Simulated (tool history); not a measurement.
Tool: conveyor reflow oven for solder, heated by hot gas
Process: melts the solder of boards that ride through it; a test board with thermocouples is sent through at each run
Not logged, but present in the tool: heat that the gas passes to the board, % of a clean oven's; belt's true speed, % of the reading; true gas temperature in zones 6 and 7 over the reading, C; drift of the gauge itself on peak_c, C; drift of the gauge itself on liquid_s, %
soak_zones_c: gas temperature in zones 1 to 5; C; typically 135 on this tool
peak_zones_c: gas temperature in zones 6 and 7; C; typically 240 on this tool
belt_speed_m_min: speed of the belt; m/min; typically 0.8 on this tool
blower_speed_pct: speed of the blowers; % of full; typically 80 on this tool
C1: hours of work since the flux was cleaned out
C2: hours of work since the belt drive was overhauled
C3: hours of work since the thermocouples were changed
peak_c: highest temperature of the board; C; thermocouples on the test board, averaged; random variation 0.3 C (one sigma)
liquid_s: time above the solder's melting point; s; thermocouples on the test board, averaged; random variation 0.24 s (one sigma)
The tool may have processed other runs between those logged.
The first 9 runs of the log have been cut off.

{"run": 10, "hour": 380.5, "soak_zones_c": 135, "peak_zones_c": 234, "belt_speed_m_min": 0.8, "blower_speed_pct": 80, "C1": 166, "C2": 894, "C3": 599, "peak_c": 210.6, "liquid_s": 39.5}
{"run": 11, "hour": 413.5, "soak_zones_c": 135, "peak_zones_c": 234, "belt_speed_m_min": 0.8, "blower_speed_pct": 80, "C1": 184, "C2": 912, "C3": 617, "peak_c": 210.4, "liquid_s": 39.1}
{"run": 12, "hour": 465.2, "soak_zones_c": 135, "peak_zones_c": 234, "belt_speed_m_min": 0.8, "blower_speed_pct": 80, "C1": 212, "C2": 941, "C3": 646, "peak_c": 210.2, "liquid_s": 39.2}
{"run": 13, "hour": 524.3, "soak_zones_c": 135, "peak_zones_c": 234, "belt_speed_m_min": 0.8, "blower_speed_pct": 85, "C1": 245, "C2": 973, "C3": 678, "peak_c": 210.3, "liquid_s": 39.3}
{"run": 14, "hour": 565.8, "soak_zones_c": 135, "peak_zones_c": 234, "belt_speed_m_min": 0.8, "blower_speed_pct": 85, "C1": 268, "C2": 996, "C3": 701, "peak_c": 210.1, "liquid_s": 39.1}
{"run": 15, "hour": 615.6, "soak_zones_c": 135, "peak_zones_c": 234, "belt_speed_m_min": 0.8, "blower_speed_pct": 85, "C1": 295, "C2": 1023, "C3": 728, "peak_c": 210.1, "liquid_s": 38.9}
{"hour": 650.3, "done": "flux residue cleaned out of gas plates and filters"}
{"run": 16, "hour": 664.9, "soak_zones_c": 134, "peak_zones_c": 235, "belt_speed_m_min": 0.712, "blower_speed_pct": 57, "C1": 8, "C2": 1048, "C3": 753, "peak_c": 210.9, "liquid_s": 44.3}
{"run": 17, "hour": 690.5, "soak_zones_c": 145, "peak_zones_c": 243, "belt_speed_m_min": 0.818, "blower_speed_pct": 85, "C1": 22, "C2": 1062, "C3": 767, "peak_c": 222.8, "liquid_s": 50.2}
{"run": 18, "hour": 726.0, "soak_zones_c": 124, "peak_zones_c": 239, "belt_speed_m_min": 0.95, "blower_speed_pct": 55, "C1": 42, "C2": 1081, "C3": 786, "peak_c": 196.7, "liquid_s": 17.8}
{"run": 19, "hour": 754.7, "soak_zones_c": 124, "peak_zones_c": 239, "belt_speed_m_min": 0.95, "blower_speed_pct": 55, "C1": 57, "C2": 1097, "C3": 802, "peak_c": 196.3, "liquid_s": 17.6}
{"run": 20, "hour": 781.4, "soak_zones_c": 124, "peak_zones_c": 239, "belt_speed_m_min": 0.95, "blower_speed_pct": 55, "C1": 72, "C2": 1112, "C3": 817, "peak_c": 196.3, "liquid_s": 17.4}
{"run": 21, "hour": 825.0, "soak_zones_c": 124, "peak_zones_c": 239, "belt_speed_m_min": 0.95, "blower_speed_pct": 89, "C1": 96, "C2": 1136, "C3": 841, "peak_c": 209.1, "liquid_s": 29.7}
{"run": 22, "hour": 873.8, "soak_zones_c": 127, "peak_zones_c": 240, "belt_speed_m_min": 0.908, "blower_speed_pct": 80, "C1": 123, "C2": 1162, "C3": 867, "peak_c": 209.3, "liquid_s": 31.8}
{"run": 23, "hour": 898.5, "soak_zones_c": 127, "peak_zones_c": 240, "belt_speed_m_min": 0.908, "blower_speed_pct": 80, "C1": 136, "C2": 1176, "C3": 881, "peak_c": 209.5, "liquid_s": 31.3}
{"run": 24, "hour": 924.0, "soak_zones_c": 127, "peak_zones_c": 240, "belt_speed_m_min": 0.908, "blower_speed_pct": 80, "C1": 150, "C2": 1190, "C3": 895, "peak_c": 208.6, "liquid_s": 30.9}
{"run": 25, "hour": 960.1, "soak_zones_c": 127, "peak_zones_c": 240, "belt_speed_m_min": 0.908, "blower_speed_pct": 80, "C1": 170, "C2": 1210, "C3": 915, "peak_c": 208.1, "liquid_s": 31.3}
{"run": 26, "hour": 998.6, "soak_zones_c": 145, "peak_zones_c": 244, "belt_speed_m_min": 0.8, "blower_speed_pct": 80, "C1": 191, "C2": 1231, "C3": 936, "peak_c": 220.9, "liquid_s": 50.1}
{"hour": 1011.0, "done": "thermocouples of zones 6 and 7 changed"}
{"run": 27, "hour": 1025.1, "soak_zones_c": 145, "peak_zones_c": 244, "belt_speed_m_min": 0.8, "blower_speed_pct": 80, "C1": 205, "C2": 1244, "C3": 8, "peak_c": 221.7, "liquid_s": 50.5}
{"run": 28, "hour": 1054.0, "soak_zones_c": 135, "peak_zones_c": 240, "belt_speed_m_min": 0.734, "blower_speed_pct": 83, "C1": 221, "C2": 1260, "C3": 24, "peak_c": 219.7, "liquid_s": 51.1}
{"run": 29, "hour": 1082.2, "soak_zones_c": 146, "peak_zones_c": 240, "belt_speed_m_min": 0.8, "blower_speed_pct": 60, "C1": 236, "C2": 1276, "C3": 39, "peak_c": 213, "liquid_s": 43.9}
{"run": 30, "hour": 1139.9, "soak_zones_c": 146, "peak_zones_c": 240, "belt_speed_m_min": 0.8, "blower_speed_pct": 60, "C1": 268, "C2": 1308, "C3": 71, "peak_c": 212, "liquid_s": 43.3}

Alternative continuations, all from the tool just after run 30; predict every row:
{"run": "A", "hour": 1173.6, "soak_zones_c": 146, "peak_zones_c": 244, "belt_speed_m_min": 0.757, "blower_speed_pct": 60, "C1": 286, "C2": 1326, "C3": 89, "peak_c": "?", "liquid_s": "?"}
{"run": "B", "hour": 1173.6, "soak_zones_c": 146, "peak_zones_c": 253, "belt_speed_m_min": 0.8, "blower_speed_pct": 82, "C1": 286, "C2": 1326, "C3": 89, "peak_c": "?", "liquid_s": "?"}
{"run": "C", "hour": 1173.6, "soak_zones_c": 135, "peak_zones_c": 231, "belt_speed_m_min": 0.718, "blower_speed_pct": 80, "C1": 286, "C2": 1326, "C3": 89, "peak_c": "?", "liquid_s": "?"}

run=A peak_c=216.9 liquid_s=50.7
run=B peak_c=228.4 liquid_s=54.7
run=C peak_c=211.5 liquid_s=45.8
Stripped of hidden state, with their random variation kept, the same runs would have yielded:
run=A peak_c=218.9 liquid_s=50.5
run=B peak_c=231.3 liquid_s=54
run=C peak_c=213.9 liquid_s=46.5

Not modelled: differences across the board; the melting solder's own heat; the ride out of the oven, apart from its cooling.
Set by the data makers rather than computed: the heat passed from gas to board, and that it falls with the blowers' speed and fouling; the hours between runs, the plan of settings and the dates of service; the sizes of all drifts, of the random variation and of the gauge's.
